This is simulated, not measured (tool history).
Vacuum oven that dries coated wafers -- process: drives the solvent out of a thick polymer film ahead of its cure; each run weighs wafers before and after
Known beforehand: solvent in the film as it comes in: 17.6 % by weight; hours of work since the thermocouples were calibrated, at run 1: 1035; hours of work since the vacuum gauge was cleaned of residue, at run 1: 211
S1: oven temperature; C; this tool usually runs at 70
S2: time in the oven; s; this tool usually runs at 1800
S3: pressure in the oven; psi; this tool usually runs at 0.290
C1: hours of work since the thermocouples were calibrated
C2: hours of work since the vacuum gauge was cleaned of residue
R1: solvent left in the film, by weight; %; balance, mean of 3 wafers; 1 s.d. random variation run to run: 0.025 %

run,hour,S1,S2,S3,C1,C2,R1
1,0.0,70,1800,0.290,1035,211,4.91
2,27.6,70,2460,0.290,1055,231,3.77
3,44.4,70,2460,0.290,1067,243,3.72
4,70.5,70,1800,0.290,1086,262,4.94
5,102.1,70,1800,0.290,1109,285,4.88
6,122.5,70,1800,0.290,1123,299,4.96
7,155.0,70,1800,0.290,1147,323,4.92
8,177.9,70,1800,0.290,1163,339,4.91
9,195.9,66,1800,0.290,1176,352,6.09
10,227.9,66,1800,0.290,1200,375,6.11
11,263.5,70,1800,0.319,1225,401,5.03
12,287.6,70,1800,0.290,1243,418,4.89
# hour 299.3: oven's thermocouples calibrated
13,316.8,70,1800,0.290,13,438,5.47
14,342.5,70,1800,0.244,31,456,5.24
15,359.6,70,1800,0.244,43,469,5.19
16,380.5,70,1800,0.244,59,484,5.22
17,415.4,70,1800,0.244,84,509,5.24
18,446.1,70,1800,0.315,106,531,5.59
19,476.7,70,1800,0.290,128,553,5.48
20,497.7,70,1800,0.290,143,568,5.53
21,530.3,70,1800,0.290,167,592,5.49
22,558.9,70,1800,0.290,187,613,5.47
23,586.4,70,1800,0.290,207,632,5.46
# hour 590.0: vacuum gauge cleaned of residue and calibrated
24,603.7,70,1800,0.290,218,10,5.53
25,626.2,70,1500,0.305,235,26,6.45
26,654.5,60,1620,0.368,255,47,9.69
27,673.4,60,1620,0.368,269,60,9.69
28,689.4,60,1620,0.368,280,72,9.71
# hour 695.3: vacuum gauge cleaned of residue and calibrated, once more
29,718.2,70,1800,0.238,300,17,4.92
30,734.5,70,1800,0.238,312,28,4.95
31,769.5,77,960,0.403,337,54,6.55
32,798.2,70,1320,0.245,358,74,6.39
33,822.7,61,2520,0.273,375,92,6.43
34,850.6,70,1740,0.290,395,112,5.43
35,881.6,65,2040,0.309,418,134,6.31
36,918.0,83,1620,0.160,444,161,2.02
37,934.9,83,1620,0.160,456,173,1.98
38,953.8,83,1620,0.160,470,186,1.98
39,976.9,75,1440,1.153,487,203,8.90

Run 40, settings as shown, results not yet in. Your forecast:
40,1004.6,75,2580,0.992,507,223,?

Run 40 yielded R1 6.66 %.
With no hidden state in the tool, this same run would have given R1 6.74 %.
